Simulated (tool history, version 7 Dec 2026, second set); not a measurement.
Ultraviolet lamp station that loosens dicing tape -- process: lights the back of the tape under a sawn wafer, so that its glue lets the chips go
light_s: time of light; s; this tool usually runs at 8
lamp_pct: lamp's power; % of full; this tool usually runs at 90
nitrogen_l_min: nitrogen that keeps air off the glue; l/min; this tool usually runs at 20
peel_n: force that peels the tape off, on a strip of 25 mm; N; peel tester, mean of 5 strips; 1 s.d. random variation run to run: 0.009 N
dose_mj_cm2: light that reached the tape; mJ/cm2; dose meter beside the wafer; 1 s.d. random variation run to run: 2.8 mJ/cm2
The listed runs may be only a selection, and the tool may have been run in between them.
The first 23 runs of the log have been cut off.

| run | hour | light_s | lamp_pct | nitrogen_l_min | peel_n | dose_mj_cm2 |
|---|---|---|---|---|---|---|
| 24 | 1129 | 8 | 90 | 22 | 0.807 | 284 |
| 25 | 1177.3 | 7 | 64 | 11 | 3.373 | 174 |
| 26 | 1248.2 | 7 | 64 | 11 | 3.348 | 164 |
| 27 | 1282 | 7 | 64 | 11 | 3.544 | 170 |
| 28 | 1319.2 | 12 | 66 | 12 | 1.4 | 292 |
| 29 | 1362.3 | 12 | 66 | 12 | 1.45 | 280 |
| 30 | 1423.9 | 12 | 66 | 12 | 1.465 | 285 |
| 31 | 1468.7 | 7 | 69 | 12 | 3.376 | 166 |
| 32 | 1503.1 | 8 | 71 | 21 | 1.886 | 192 |
| 33 | 1560 | 8 | 71 | 18 | 2.237 | 191 |
|  | 1581.1 | window cleaned of glue's vapour |
| 34 | 1601.5 | 8 | 80 | 25 | 0.928 | 260 |
| 35 | 1632.5 | 8 | 64 | 13 | 2.377 | 207 |
| 36 | 1693.2 | 8 | 92 | 9 | 1.816 | 289 |
| 37 | 1744.4 | 15 | 83 | 11 | 0.452 | 484 |
| 38 | 1781.5 | 15 | 83 | 11 | 0.472 | 472 |
| 39 | 1839.4 | 15 | 83 | 11 | 0.482 | 460 |
| 40 | 1876.8 | 13 | 84 | 13 | 0.588 | 401 |
| 41 | 1923.5 | 13 | 68 | 8 | 1.573 | 326 |
| 42 | 1995.9 | 13 | 68 | 8 | 1.66 | 315 |
| 43 | 2026.3 | 13 | 86 | 30 | 0.269 | 390 |

4 options for the next run, each taken on its own from the tool as it stands now. Forecast them:
|  | 2058.4 | lamp changed |
| A | 2095.8 | 8 | 90 | 11 | ? | ? |
|  | 2058.4 | lamp changed |
| B | 2095.8 | 13 | 63 | 30 | ? | ? |
|  | 2058.4 | lamp changed |
| C | 2095.8 | 15 | 70 | 20 | ? | ? |
|  | 2058.4 | lamp changed |
| D | 2095.8 | 8 | 90 | 32 | ? | ? |

| run | peel_n | dose_mj_cm2 |
|---|---|---|
| A | 0.828 | 373 |
| B | 0.229 | 425 |
| C | 0.183 | 543 |
| D | 0.287 | 368 |
With no hidden state in the tool, these same runs would have given:
| run | peel_n | dose_mj_cm2 |
|---|---|---|
| A | 0.683 | 404 |
| B | 0.196 | 460 |
| C | 0.161 | 587 |
| D | 0.238 | 398 |
